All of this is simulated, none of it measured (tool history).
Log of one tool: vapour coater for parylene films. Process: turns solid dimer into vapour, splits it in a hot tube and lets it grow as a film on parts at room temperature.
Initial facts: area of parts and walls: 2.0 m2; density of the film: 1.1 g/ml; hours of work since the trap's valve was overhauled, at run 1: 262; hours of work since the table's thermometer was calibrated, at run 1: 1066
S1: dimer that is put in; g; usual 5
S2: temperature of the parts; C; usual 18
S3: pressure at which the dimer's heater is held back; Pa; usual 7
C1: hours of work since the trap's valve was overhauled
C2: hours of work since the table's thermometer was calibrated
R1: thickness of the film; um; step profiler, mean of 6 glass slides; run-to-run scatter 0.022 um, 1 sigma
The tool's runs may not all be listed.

run 1 hour=0 | S1=5 S2=18 S3=7 | C1=262 C2=1066 | R1=1.43
run 2 hour=68.8 | S1=5 S2=12 S3=7 | C1=294 C2=1098 | R1=1.69
run 3 hour=139.3 | S1=5 S2=12 S3=7 | C1=327 C2=1131 | R1=1.67
run 4 hour=190.5 | S1=5 S2=12 S3=7 | C1=351 C2=1155 | R1=1.71
run 5 hour=230 | S1=5 S2=12 S3=7 | C1=369 C2=1174 | R1=1.65
run 6 hour=268.9 | S1=5 S2=12 S3=7 | C1=387 C2=1192 | R1=1.63
run 7 hour=325.9 | S1=5 S2=12 S3=7 | C1=414 C2=1219 | R1=1.63
run 8 hour=382.5 | S1=5 S2=12 S3=7 | C1=440 C2=1245 | R1=1.65
-- hour=401.9 trap's valve overhauled
run 9 hour=430.7 | S1=5 S2=12 S3=7 | C1=13 C2=1266 | R1=1.85
run 10 hour=500.9 | S1=5 S2=18 S3=7 | C1=46 C2=1298 | R1=1.55
run 11 hour=539.5 | S1=5 S2=18 S3=7 | C1=64 C2=1316 | R1=1.59
run 12 hour=608.1 | S1=5 S2=18 S3=7 | C1=96 C2=1349 | R1=1.55
run 13 hour=679.7 | S1=5 S2=18 S3=8.4 | C1=130 C2=1382 | R1=1.48
run 14 hour=738.4 | S1=5 S2=18 S3=8.4 | C1=157 C2=1409 | R1=1.47
run 15 hour=812.9 | S1=5 S2=18 S3=8.4 | C1=192 C2=1444 | R1=1.5
run 16 hour=881.8 | S1=3 S2=18 S3=7 | C1=224 C2=1476 | R1=0.88
run 17 hour=923.8 | S1=5 S2=18 S3=2.99 | C1=244 C2=1496 | R1=1.53
run 18 hour=977.5 | S1=5 S2=18 S3=2.99 | C1=269 C2=1521 | R1=1.51
run 19 hour=1010.3 | S1=2 S2=15 S3=8.91 | C1=284 C2=1536 | R1=0.63
run 20 hour=1051.8 | S1=2 S2=15 S3=3.83 | C1=304 C2=1556 | R1=0.65
-- hour=1056.8 table's thermometer calibrated
run 21 hour=1112.2 | S1=2 S2=15 S3=3.83 | C1=331 C2=26 | R1=0.66
run 22 hour=1154.8 | S1=2 S2=15 S3=3.83 | C1=351 C2=46 | R1=0.61
run 23 hour=1230 | S1=2 S2=15 S3=3.83 | C1=386 C2=81 | R1=0.64
-- hour=1253.7 table's thermometer calibrated, once more
run 24 hour=1263.9 | S1=5 S2=18 S3=7.78 | C1=402 C2=5 | R1=1.35
run 25 hour=1294.9 | S1=5 S2=18 S3=2.24 | C1=416 C2=19 | R1=1.52
run 26 hour=1327.7 | S1=5 S2=18 S3=2.35 | C1=432 C2=35 | R1=1.43
-- hour=1366.6 trap's valve overhauled
run 27 hour=1377.4 | S1=5 S2=18 S3=2.35 | C1=5 C2=56 | R1=1.67
run 28 hour=1446.7 | S1=4 S2=12 S3=8.56 | C1=37 C2=88 | R1=1.45
run 29 hour=1521.8 | S1=3 S2=20 S3=7 | C1=72 C2=123 | R1=0.86
run 30 hour=1564.6 | S1=3 S2=20 S3=7 | C1=92 C2=143 | R1=0.86

Pick out some run-to-run changes in R1. Of each, how much would a tool without hidden state show as well, from the settings, what came in and chance, and how much is left for the hidden state and any gauge scatter not in both results compared?
Unlogged tool condition in this case: vapour lost through the trap's worn valve, %; true temperature of the parts over the reading, C; drift of the gauge itself on film_um, %.
Run 8 -> 9: trap's valve overhauled. R1 +0.2 um: hidden state +0.23, all else -0.03.
Run 16 -> 17: S1 3 -> 5, S3 7 -> 2.99. R1 +0.65 um: hidden state -0.04, all else +0.69.
Run 18 -> 19: S1 5 -> 2, S2 18 -> 15, S3 2.99 -> 8.91. R1 -0.88 um: hidden state +0.06, all else -0.94.
Run 23 -> 24: S1 2 -> 5, S2 15 -> 18, S3 3.83 -> 7.78, table's thermometer calibrated, once more. R1 +0.71 um: hidden state -0.1, all else +0.81.
Run 26 -> 27: trap's valve overhauled. R1 +0.24 um: hidden state +0.2, all else +0.04.

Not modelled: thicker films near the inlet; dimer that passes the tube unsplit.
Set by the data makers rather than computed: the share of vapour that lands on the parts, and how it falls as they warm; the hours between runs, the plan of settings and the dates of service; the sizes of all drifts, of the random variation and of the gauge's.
